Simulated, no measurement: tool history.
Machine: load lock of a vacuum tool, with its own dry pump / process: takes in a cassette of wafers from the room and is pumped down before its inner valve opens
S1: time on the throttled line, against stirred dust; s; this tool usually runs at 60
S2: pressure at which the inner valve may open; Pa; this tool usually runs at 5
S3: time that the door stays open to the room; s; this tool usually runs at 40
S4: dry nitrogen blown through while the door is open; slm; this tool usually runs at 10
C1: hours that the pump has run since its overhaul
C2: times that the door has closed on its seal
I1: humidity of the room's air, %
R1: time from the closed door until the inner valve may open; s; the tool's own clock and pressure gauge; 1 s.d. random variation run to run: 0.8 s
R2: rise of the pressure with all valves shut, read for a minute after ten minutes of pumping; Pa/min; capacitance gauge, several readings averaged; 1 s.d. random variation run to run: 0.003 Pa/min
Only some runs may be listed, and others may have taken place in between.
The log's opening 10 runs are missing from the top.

{"run": 11, "hour": 578.6, "S1": 60, "S2": 5, "S3": 40, "S4": 10, "C1": 5001, "C2": 5809, "I1": 43.8, "R1": 127.9, "R2": 0.036}
{"run": 12, "hour": 664.5, "S1": 60, "S2": 5, "S3": 40, "S4": 10, "C1": 5087, "C2": 6090, "I1": 42.6, "R1": 125.3, "R2": 0.031}
{"run": 13, "hour": 735.1, "S1": 60, "S2": 5, "S3": 40, "S4": 10, "C1": 5158, "C2": 6322, "I1": 48.9, "R1": 127.3, "R2": 0.034}
{"run": 14, "hour": 820.3, "S1": 60, "S2": 5, "S3": 40, "S4": 12, "C1": 5243, "C2": 6601, "I1": 44.5, "R1": 125.8, "R2": 0.032}
{"run": 15, "hour": 918.9, "S1": 60, "S2": 5, "S3": 40, "S4": 12, "C1": 5342, "C2": 6924, "I1": 47.9, "R1": 127.2, "R2": 0.035}
{"run": 16, "hour": 998.5, "S1": 60, "S2": 5, "S3": 40, "S4": 12, "C1": 5421, "C2": 7185, "I1": 44.9, "R1": 126.2, "R2": 0.036}
{"run": 17, "hour": 1089.4, "S1": 60, "S2": 5, "S3": 40, "S4": 12, "C1": 5512, "C2": 7482, "I1": 45.5, "R1": 126.9, "R2": 0.034}
{"run": 18, "hour": 1171.1, "S1": 60, "S2": 5, "S3": 40, "S4": 5, "C1": 5594, "C2": 7750, "I1": 44.3, "R1": 126.1, "R2": 0.042}
{"run": 19, "hour": 1245.4, "S1": 60, "S2": 5, "S3": 81, "S4": 34, "C1": 5668, "C2": 7993, "I1": 47.0, "R1": 127.8, "R2": 0.025}
{"run": 20, "hour": 1331.7, "S1": 101, "S2": 8, "S3": 40, "S4": 10, "C1": 5755, "C2": 8276, "I1": 43.5, "R1": 152.9, "R2": 0.035}
{"run": 21, "hour": 1421.5, "S1": 101, "S2": 5, "S3": 40, "S4": 10, "C1": 5844, "C2": 8570, "I1": 46.2, "R1": 156.9, "R2": 0.033}
{"run": 22, "hour": 1474.2, "S1": 60, "S2": 6, "S3": 114, "S4": 10, "C1": 5897, "C2": 8743, "I1": 46.1, "R1": 126.5, "R2": 0.061}

Run 23, settings as shown, results not yet in. Your forecast:
{"run": 23, "hour": 1524.1, "S1": 60, "S2": 9, "S3": 145, "S4": 5, "C1": 5947, "C2": 8906, "I1": 47.3, "R1": "?", "R2": "?"}

R1: 121.8 s
R2: 0.081 Pa/min
Take away the tool's hidden state, keep the run-to-run variation as it was, and the same run would have given R1 117.5 s, R2 0.065 Pa/min.
